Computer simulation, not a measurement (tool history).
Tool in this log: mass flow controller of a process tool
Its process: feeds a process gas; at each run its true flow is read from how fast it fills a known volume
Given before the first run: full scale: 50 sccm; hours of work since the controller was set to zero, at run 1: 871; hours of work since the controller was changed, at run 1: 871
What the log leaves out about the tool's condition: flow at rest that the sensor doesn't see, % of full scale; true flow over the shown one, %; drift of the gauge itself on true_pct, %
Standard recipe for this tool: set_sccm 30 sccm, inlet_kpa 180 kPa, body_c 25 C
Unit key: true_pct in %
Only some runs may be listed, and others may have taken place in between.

| run | hour | set_sccm | inlet_kpa | body_c | hours of work since the controller was set to zero | hours of work since the controller was changed | true_pct |
|---|---|---|---|---|---|---|---|
| 1 | 0.0 | 30 | 180 | 25 | 871 | 871 | 98.35 |
| 2 | 73.8 | 30 | 180 | 25 | 906 | 906 | 98.31 |
| 3 | 189.5 | 30 | 264 | 25 | 962 | 962 | 97.57 |
| 4 | 330.6 | 30 | 155 | 25 | 1029 | 1029 | 98.38 |
| 5 | 419.5 | 30 | 180 | 39 | 1072 | 1072 | 96.65 |
| 6 | 480.6 | 30 | 220 | 25 | 1101 | 1101 | 97.78 |
| 7 | 580.4 | 30 | 220 | 25 | 1149 | 1149 | 97.97 |
| 8 | 648.1 | 15 | 222 | 28 | 1181 | 1181 | 96.13 |
| 9 | 743.1 | 30 | 229 | 24 | 1227 | 1227 | 97.85 |
| 10 | 868.6 | 30 | 229 | 24 | 1287 | 1287 | 97.89 |
| 11 | 931.7 | 30 | 229 | 25 | 1317 | 1317 | 97.62 |
| 12 | 1010.7 | 12 | 152 | 32 | 1355 | 1355 | 95.61 |
| 13 | 1113.2 | 9 | 147 | 24 | 1404 | 1404 | 95.93 |
| 14 | 1238.0 | 6 | 145 | 40 | 1464 | 1464 | 93.07 |

Here are 4 independent what-if runs from the current tool condition. What would each one return?
| A | 1376.5 | 45 | 145 | 40 | 1530 | 1530 | ? |
| B | 1376.5 | 18 | 145 | 40 | 1530 | 1530 | ? |
| C | 1376.5 | 6 | 250 | 20 | 1530 | 1530 | ? |
| D | 1376.5 | 30 | 153 | 25 | 1530 | 1530 | ? |

| run | true_pct |
|---|---|
| A | 97.68 |
| B | 95.45 |
| C | 94.32 |
| D | 98.13 |
Without the tool's hidden state the same runs would have given:
| run | true_pct |
|---|---|
| A | 98.48 |
| B | 96.81 |
| C | 97.52 |
| D | 99.12 |

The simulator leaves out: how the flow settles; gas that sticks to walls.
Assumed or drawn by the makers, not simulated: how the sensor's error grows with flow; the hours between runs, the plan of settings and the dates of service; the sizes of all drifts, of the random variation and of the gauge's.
